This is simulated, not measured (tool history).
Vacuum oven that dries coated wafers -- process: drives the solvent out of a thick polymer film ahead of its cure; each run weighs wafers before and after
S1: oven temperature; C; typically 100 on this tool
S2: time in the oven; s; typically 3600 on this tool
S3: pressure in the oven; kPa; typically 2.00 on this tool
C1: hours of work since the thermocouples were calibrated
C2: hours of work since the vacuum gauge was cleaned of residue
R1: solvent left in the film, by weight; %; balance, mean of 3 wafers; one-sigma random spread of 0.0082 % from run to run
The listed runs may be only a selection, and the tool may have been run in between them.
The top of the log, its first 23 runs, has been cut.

run 24 day=57.675 | S1=100 S2=3600 S3=2.00 | C1=628 C2=66 | R1=1.785
run 25 day=60.600 | S1=103 S2=3720 S3=5.76 | C1=665 C2=103 | R1=3.355
run 26 day=63.246 | S1=103 S2=3180 S3=5.76 | C1=698 C2=135 | R1=3.609
run 27 day=65.317 | S1=103 S2=3180 S3=5.76 | C1=723 C2=161 | R1=3.595
run 28 day=68.067 | S1=93 S2=1860 S3=2.00 | C1=757 C2=195 | R1=5.972
run 29 day=70.554 | S1=102 S2=5580 S3=6.39 | C1=788 C2=226 | R1=3.551
run 30 day=73.925 | S1=102 S2=5580 S3=6.39 | C1=830 C2=268 | R1=3.520
run 31 day=76.896 | S1=105 S2=1920 S3=6.39 | C1=867 C2=305 | R1=4.843
run 32 day=80.388 | S1=105 S2=2880 S3=1.38 | C1=910 C2=348 | R1=1.311
run 33 day=82.829 | S1=115 S2=2880 S3=1.70 | C1=940 C2=378 | R1=0.758
run 34 day=85.083 | S1=115 S2=2880 S3=1.70 | C1=968 C2=406 | R1=0.746
run 35 day=86.921 | S1=96 S2=2700 S3=1.40 | C1=991 C2=429 | R1=2.821
run 36 day=88.521 | S1=106 S2=3600 S3=1.10 | C1=1011 C2=449 | R1=0.769
run 37 day=90.021 | S1=92 S2=3060 S3=1.45 | C1=1030 C2=467 | R1=3.118
run 38 day=93.217 | S1=114 S2=4020 S3=4.59 | C1=1069 C2=507 | R1=1.675
run 39 day=95.192 | S1=90 S2=2100 S3=1.07 | C1=1094 C2=532 | R1=5.304
run 40 day=97.479 | S1=100 S2=6240 S3=2.87 | C1=1122 C2=560 | R1=1.725
-- day=99.133 oven's thermocouples calibrated
run 41 day=99.696 | S1=90 S2=3000 S3=1.57 | C1=7 C2=586 | R1=4.188
run 42 day=102.667 | S1=109 S2=2580 S3=1.30 | C1=44 C2=623 | R1=1.293
run 43 day=105.771 | S1=88 S2=2040 S3=2.19 | C1=82 C2=662 | R1=7.408
run 44 day=108.583 | S1=100 S2=5040 S3=4.69 | C1=117 C2=697 | R1=3.053
run 45 day=110.846 | S1=109 S2=4320 S3=4.69 | C1=145 C2=725 | R1=2.193
run 46 day=114.104 | S1=96 S2=4620 S3=2.38 | C1=186 C2=765 | R1=2.188

Here are 3 independent what-if runs from the current tool condition. What would each one return?
run A day=116.025 | S1=103 S2=3600 S3=2.76 | C1=210 C2=789 | R1=?
run B day=116.025 | S1=105 S2=3360 S3=2.35 | C1=210 C2=789 | R1=?
run C day=116.025 | S1=97 S2=3600 S3=2.19 | C1=210 C2=789 | R1=?

run=A R1=1.983
run=B R1=1.661
run=C R1=2.434
What these runs would have given with no unlogged condition in the tool:
run=A R1=1.973
run=B R1=1.649
run=C R1=2.431

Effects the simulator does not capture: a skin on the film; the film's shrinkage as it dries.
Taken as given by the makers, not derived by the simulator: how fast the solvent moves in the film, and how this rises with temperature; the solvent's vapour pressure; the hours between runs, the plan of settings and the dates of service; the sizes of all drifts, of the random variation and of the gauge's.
